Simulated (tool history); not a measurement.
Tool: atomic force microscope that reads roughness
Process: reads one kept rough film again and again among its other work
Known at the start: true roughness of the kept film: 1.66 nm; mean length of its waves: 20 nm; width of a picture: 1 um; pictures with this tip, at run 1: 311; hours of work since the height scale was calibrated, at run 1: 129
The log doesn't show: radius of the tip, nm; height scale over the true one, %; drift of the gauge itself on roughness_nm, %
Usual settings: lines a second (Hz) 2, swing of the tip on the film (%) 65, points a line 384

| run | hour | lines a second (Hz) | swing of the tip on the film (%) | points a line | pictures with this tip | hours of work since the height scale was calibrated | roughness of the kept film (nm (root mean square)) |
|---|---|---|---|---|---|---|---|
| 1 | 0 | 2 | 65 | 384 | 311 | 129 | 1.237 |
| 2 | 4.2 | 2 | 65 | 278 | 317 | 131 | 1.211 |
| 3 | 9.6 | 2 | 65 | 278 | 326 | 135 | 1.206 |
| 4 | 13.8 | 2 | 65 | 278 | 332 | 137 | 1.211 |
| 5 | 19.2 | 2 | 65 | 278 | 340 | 141 | 1.21 |
| 6 | 25.3 | 2 | 65 | 384 | 350 | 144 | 1.224 |
|  | 27.5 | new tip fitted |
| 7 | 31.9 | 1.31 | 88 | 384 | 6 | 148 | 1.225 |
| 8 | 37.2 | 1.05 | 62 | 608 | 14 | 152 | 1.437 |
| 9 | 46 | 0.94 | 67 | 384 | 28 | 157 | 1.396 |

The next listed run, before its measurement:
| 10 | 51.1 | 3.25 | 69 | 281 | 36 | 160 | ? |

roughness of the kept film (nm (root mean square)): 1.197
Without the tool's hidden state the same run would have given roughness of the kept film (nm (root mean square)) 1.228.
